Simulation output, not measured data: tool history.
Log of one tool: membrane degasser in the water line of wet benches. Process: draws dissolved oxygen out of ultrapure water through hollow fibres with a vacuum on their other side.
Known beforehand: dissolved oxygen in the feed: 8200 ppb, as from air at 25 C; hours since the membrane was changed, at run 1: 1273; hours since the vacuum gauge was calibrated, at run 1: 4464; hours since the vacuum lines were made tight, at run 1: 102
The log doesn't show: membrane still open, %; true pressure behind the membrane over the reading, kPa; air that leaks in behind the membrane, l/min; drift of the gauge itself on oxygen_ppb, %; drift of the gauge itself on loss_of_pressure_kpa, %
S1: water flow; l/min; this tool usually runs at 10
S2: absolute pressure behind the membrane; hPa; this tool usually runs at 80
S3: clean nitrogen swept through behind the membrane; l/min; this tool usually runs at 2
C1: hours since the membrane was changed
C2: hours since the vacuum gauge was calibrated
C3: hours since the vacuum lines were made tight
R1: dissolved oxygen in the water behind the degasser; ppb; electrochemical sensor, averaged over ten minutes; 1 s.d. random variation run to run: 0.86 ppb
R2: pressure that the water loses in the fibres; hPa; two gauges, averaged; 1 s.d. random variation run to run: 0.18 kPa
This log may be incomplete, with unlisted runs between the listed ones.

run 1 hour=0 | S1=10 S2=80 S3=2 | C1=1273 C2=4464 C3=102 | R1=85.9 R2=315.4
run 2 hour=24 | S1=15 S2=80 S3=2 | C1=1297 C2=4488 C3=126 | R1=203.1 R2=472.8
run 3 hour=46.1 | S1=15 S2=80 S3=2 | C1=1319 C2=4510 C3=148 | R1=205.8 R2=474.2
-- hour=60.4 vacuum gauge calibrated
run 4 hour=79.2 | S1=12 S2=80 S3=2 | C1=1351 C2=19 C3=180 | R1=123.7 R2=379.4
run 5 hour=129.2 | S1=12 S2=80 S3=2 | C1=1401 C2=69 C3=230 | R1=125.3 R2=382.4
run 6 hour=160.1 | S1=12 S2=80 S3=2 | C1=1432 C2=100 C3=261 | R1=125.2 R2=377.6
run 7 hour=186.2 | S1=12 S2=80 S3=2 | C1=1458 C2=126 C3=287 | R1=127.8 R2=380.3
run 8 hour=226.1 | S1=12 S2=80 S3=2 | C1=1498 C2=166 C3=327 | R1=123.6 R2=379
run 9 hour=269 | S1=12 S2=80 S3=2 | C1=1541 C2=209 C3=370 | R1=123.9 R2=381
-- hour=289.6 vacuum gauge calibrated, once more
run 10 hour=309.7 | S1=12 S2=80 S3=2 | C1=1581 C2=20 C3=410 | R1=124.5 R2=379.2
run 11 hour=349 | S1=12 S2=80 S3=2 | C1=1621 C2=59 C3=450 | R1=121.1 R2=381.2
run 12 hour=386.3 | S1=12 S2=80 S3=2 | C1=1658 C2=97 C3=487 | R1=122.1 R2=381.7
run 13 hour=418 | S1=8 S2=80 S3=2 | C1=1690 C2=128 C3=519 | R1=55.6 R2=251.7
run 14 hour=459.8 | S1=10 S2=80 S3=1.02 | C1=1731 C2=170 C3=560 | R1=135.4 R2=317.1
run 15 hour=509.9 | S1=10 S2=80 S3=1.02 | C1=1782 C2=220 C3=610 | R1=134.8 R2=317.3
run 16 hour=555.6 | S1=10 S2=80 S3=1.02 | C1=1827 C2=266 C3=656 | R1=136.4 R2=318.2
run 17 hour=580.9 | S1=10 S2=138.1 S3=0.81 | C1=1853 C2=291 C3=681 | R1=319.8 R2=319.8
run 18 hour=622.6 | S1=10 S2=178.6 S3=2 | C1=1894 C2=333 C3=723 | R1=203.4 R2=319.9
run 19 hour=648.1 | S1=14 S2=195.9 S3=2 | C1=1920 C2=359 C3=749 | R1=360 R2=448.4
run 20 hour=697.7 | S1=14 S2=195.9 S3=2 | C1=1969 C2=408 C3=798 | R1=356.7 R2=445.4
run 21 hour=733 | S1=14 S2=82.3 S3=3.38 | C1=2005 C2=443 C3=834 | R1=145.8 R2=448.2
run 22 hour=768.9 | S1=11 S2=56.8 S3=1.84 | C1=2041 C2=479 C3=869 | R1=75 R2=348.4
run 23 hour=819.9 | S1=7 S2=55.6 S3=0.81 | C1=2092 C2=530 C3=920 | R1=54.5 R2=223.6
run 24 hour=863.2 | S1=8 S2=117.3 S3=2.5 | C1=2135 C2=574 C3=964 | R1=75.6 R2=252.5
run 25 hour=888.2 | S1=11 S2=80 S3=4.14 | C1=2160 C2=599 C3=989 | R1=70.6 R2=347.8
run 26 hour=938.3 | S1=11 S2=99.4 S3=1.79 | C1=2210 C2=649 C3=1039 | R1=139.6 R2=349.1
run 27 hour=977 | S1=13 S2=75.4 S3=2 | C1=2249 C2=687 C3=1077 | R1=142.1 R2=415.2
run 28 hour=1012.2 | S1=13 S2=75.4 S3=2 | C1=2284 C2=723 C3=1113 | R1=140.8 R2=413.7
run 29 hour=1035.3 | S1=10 S2=71.2 S3=2.5 | C1=2307 C2=746 C3=1136 | R1=63.7 R2=315.9
run 30 hour=1062.6 | S1=10 S2=71.2 S3=2.5 | C1=2334 C2=773 C3=1163 | R1=65.3 R2=320.6
run 31 hour=1089.8 | S1=10 S2=190.1 S3=1.54 | C1=2361 C2=800 C3=1190 | R1=270.8 R2=320

Each row is a separate what-if for the run after 31, all from the same tool condition, not one after another. Results?
run A hour=1123.6 | S1=13 S2=190.1 S3=4.99 | C1=2395 C2=834 C3=1224 | R1=? R2=?
run B hour=1123.6 | S1=8 S2=102.7 S3=2 | C1=2395 C2=834 C3=1224 | R1=? R2=?
run C hour=1123.6 | S1=10 S2=48.1 S3=3.85 | C1=2395 C2=834 C3=1224 | R1=? R2=?
run D hour=1123.6 | S1=10 S2=165.7 S3=1.54 | C1=2395 C2=834 C3=1224 | R1=? R2=?

run=A R1=173.4 R2=410.7
run=B R1=80.2 R2=256.3
run=C R1=36.4 R2=319.9
run=D R1=233.4 R2=318.8
With the hidden condition removed and each run's random variation left untouched, the same runs would have given:
run=A R1=165.4 R2=402.1
run=B R1=77.6 R2=250.9
run=C R1=33 R2=313.2
run=D R1=227.7 R2=312.2
